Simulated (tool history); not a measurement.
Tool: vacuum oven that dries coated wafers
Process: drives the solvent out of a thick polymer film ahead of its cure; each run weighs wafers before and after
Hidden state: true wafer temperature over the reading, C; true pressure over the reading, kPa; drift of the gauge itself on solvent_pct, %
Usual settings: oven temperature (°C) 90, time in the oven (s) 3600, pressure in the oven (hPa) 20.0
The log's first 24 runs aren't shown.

run    hour  oven temperature (°C)  time in the oven (s)  pressure in the oven (hPa)  hours of work since the thermocouples were calibrated  hours of work since the vacuum gauge was cleaned of residue  solvent left in the film (%)
 25  2154.0                     76                  3000                        63.2                                                    705                                                         2161                         11.47
 26  2247.7                     96                  5520                        51.9                                                    746                                                         2202                          2.51
 27  2352.1                     91                  3300                        20.0                                                    792                                                         2248                          3.82
 28  2406.3                     91                  3300                        20.0                                                    816                                                         2272                          3.81
 29  2505.1                     77                  5460                        46.6                                                    859                                                         2315                          7.53
 30  2586.0                     77                  3780                        39.7                                                    894                                                         2350                          9.11
 31  2637.0                     90                  3420                        20.0                                                    917                                                         2373                          3.93
 32  2703.7                     90                  3420                        20.0                                                    946                                                         2402                          3.97
     2714.9  -- vacuum gauge cleaned of residue and calibrated
 33  2766.6                     90                  3420                        20.0                                                    973                                                           23                          3.99
 34  2850.4                     90                  3420                        20.0                                                   1009                                                           59                          4.11
 35  2916.3                     90                  5760                        20.0                                                   1038                                                           88                          2.13
 36  3032.2                     77                  2520                        17.6                                                   1089                                                          139                         10.20
 37  3131.8                     77                  2520                        17.6                                                   1133                                                          183                         10.19
 38  3200.9                     90                  3960                        44.8                                                   1163                                                          213                          4.61
 39  3257.6                     95                  3600                        12.1                                                   1188                                                          238                          2.47
 40  3339.5                    102                  2820                        21.2                                                   1224                                                          274                          2.19
     3427.4  -- vacuum gauge cleaned of residue and calibrated, once more
 41  3461.1                     90                  2280                        27.1                                                   1276                                                           15                          6.25
     3563.9  -- oven's thermocouples calibrated
 42  3563.9                     79                  1980                        20.0                                                      0                                                           59                          9.78
 43  3632.3                     79                  1980                        20.0                                                     30                                                           89                          9.83
 44  3730.8                     79                  1980                        20.0                                                     73                                                          132                          9.78
 45  3830.6                     79                  1980                        20.0                                                    117                                                          176                          9.81
 46  3928.5                     93                  4620                        20.0                                                    160                                                          219                          1.59

5 ways to go on from here, each from the tool as it stands after run 46. What would each give?
  A  4021.1                     94                  4620                        16.7                                                    200                                                          259                             ?
  B  4021.1                     86                  4140                        16.0                                                    200                                                          259                             ?
  C  4021.1                     90                  2340                        34.6                                                    200                                                          259                             ?
  D  4021.1                     90                  3600                        46.8                                                    200                                                          259                             ?
  E  4021.1                     80                  5820                        16.2                                                    200                                                          259                             ?

run  solvent left in the film (%)
  A                          1.32
  B                          3.26
  C                          5.69
  D                          4.06
  E                          3.31
Without the tool's hidden state the same runs would have given:
run  solvent left in the film (%)
  A                          1.27
  B                          3.19
  C                          5.62
  D                          3.99
  E                          3.22
